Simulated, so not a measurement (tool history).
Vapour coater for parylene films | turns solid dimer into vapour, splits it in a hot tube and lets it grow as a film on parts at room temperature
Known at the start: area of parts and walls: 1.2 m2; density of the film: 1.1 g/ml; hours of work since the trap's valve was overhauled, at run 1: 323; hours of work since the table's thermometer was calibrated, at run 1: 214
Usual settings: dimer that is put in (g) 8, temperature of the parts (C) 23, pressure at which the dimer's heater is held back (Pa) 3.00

run   hour  dimer that is put in (g)  temperature of the parts (C)  pressure at which the dimer's heater is held back (Pa)  hours of work since the trap's valve was overhauled  hours of work since the table's thermometer was calibrated  thickness of the film (um)
  1    0.0                         8                            23                                                    3.00                                                  323                                                         214                        4.29
  2   25.8                         8                            23                                                    3.00                                                  338                                                         230                        4.22
  3   45.1                         8                            23                                                    3.00                                                  350                                                         242                        4.22
  4   58.0                         8                            23                                                    3.00                                                  358                                                         249                        4.19
  5   70.5                         8                            23                                                    3.00                                                  365                                                         257                        4.16
  6   92.1                         8                            23                                                    3.00                                                  378                                                         270                        4.14
  7  109.9                         8                            23                                                    3.00                                                  389                                                         281                        4.15
  8  120.9                         8                            23                                                    3.00                                                  396                                                         287                        4.16
  9  131.9                         8                            23                                                    3.00                                                  402                                                         294                        4.12
 10  147.4                         8                            23                                                    3.00                                                  412                                                         303                        4.10
 11  170.6                         8                            23                                                    3.00                                                  426                                                         318                        4.15
 12  190.7                         8                            23                                                    3.00                                                  438                                                         330                        4.07
 13  204.0                         8                            23                                                    6.91                                                  446                                                         338                        3.40
     214.7  -- trap's valve overhauled
 14  221.6                         8                            23                                                    4.45                                                    4                                                         346                        4.17
 15  235.9                         8                            23                                                    3.00                                                   13                                                         355                        4.55
 16  254.6                         8                            17                                                    3.00                                                   24                                                         366                        5.54
 17  280.6                         5                            23                                                    3.00                                                   40                                                         382                        2.82
 18  299.4                         5                            23                                                    3.00                                                   51                                                         393                        2.75
 19  317.0                         8                            23                                                    3.00                                                   62                                                         404                        4.49
 20  333.1                         8                            23                                                    3.00                                                   72                                                         413                        4.48
 21  346.4                         8                            23                                                    3.00                                                   80                                                         422                        4.44
 22  358.8                         8                            23                                                    3.00                                                   87                                                         429                        4.43
 23  373.8                         8                            23                                                    3.00                                                   96                                                         438                        4.45
 24  393.5                         9                            23                                                    3.00                                                  108                                                         450                        4.98
 25  406.9                         9                            23                                                    3.00                                                  116                                                         458                        4.91
 26  418.1                         6                            15                                                    2.00                                                  123                                                         465                        4.39
 27  437.1                         5                            30                                                    9.03                                                  135                                                         476                        1.66
 28  462.0                         8                            23                                                    4.68                                                  150                                                         492                        3.92
 29  478.0                         8                            23                                                    4.68                                                  159                                                         501                        3.89
 30  497.0                         4                            23                                                    2.19                                                  171                                                         513                        2.33
 31  514.4                         4                            31                                                    3.86                                                  182                                                         523                        1.54
 32  531.7                         8                            15                                                    3.00                                                  192                                                         534                        5.65
 33  553.6                         8                            15                                                    3.00                                                  205                                                         547                        5.45
 34  574.7                         8                            15                                                    3.00                                                  218                                                         560                        5.57
 35  590.2                         8                            15                                                    3.54                                                  227                                                         569                        5.36
 36  609.4                         8                            18                                                    6.81                                                  239                                                         581                        4.16
 37  621.4                         3                            27                                                    8.97                                                  246                                                         588                        1.08
 38  639.5                         9                            23                                                    5.54                                                  257                                                         599                        4.11
 39  650.2                         9                            23                                                    5.54                                                  264                                                         606                        4.15
 40  667.4                         9                            23                                                    5.54                                                  274                                                         616                        4.17
 41  683.9                        12                            19                                                    9.07                                                  284                                                         626                        5.50
 42  708.8                        10                            31                                                    2.34                                                  299                                                         641                        4.27
 43  721.7                        10                            31                                                    2.34                                                  307                                                         649                        4.16
 44  740.4                        10                            18                                                    3.81                                                  318                                                         660                        5.79
 45  763.8                         6                            18                                                    3.81                                                  333                                                         674                        3.44
 46  780.8                         5                            16                                                    3.81                                                  343                                                         685                        3.02
 47  795.9                        10                            16                                                    4.95                                                  352                                                         694                        5.78

4 ways to go on from here, each from the tool as it stands after run 47. What would each give?
  A  816.3                         8                            23                                                    5.82                                                  364                                                         706                           ?
  B  816.3                         5                            16                                                    2.09                                                  364                                                         706                           ?
  C  816.3                         6                            22                                                    4.95                                                  364                                                         706                           ?
  D  816.3                        10                            29                                                    4.10                                                  364                                                         706                           ?

run  thickness of the film (um)
  A                        3.50
  B                        3.40
  C                        2.85
  D                        3.94
Without the tool's hidden state the same runs would have given:
run  thickness of the film (um)
  A                        3.90
  B                        3.72
  C                        3.17
  D                        4.39
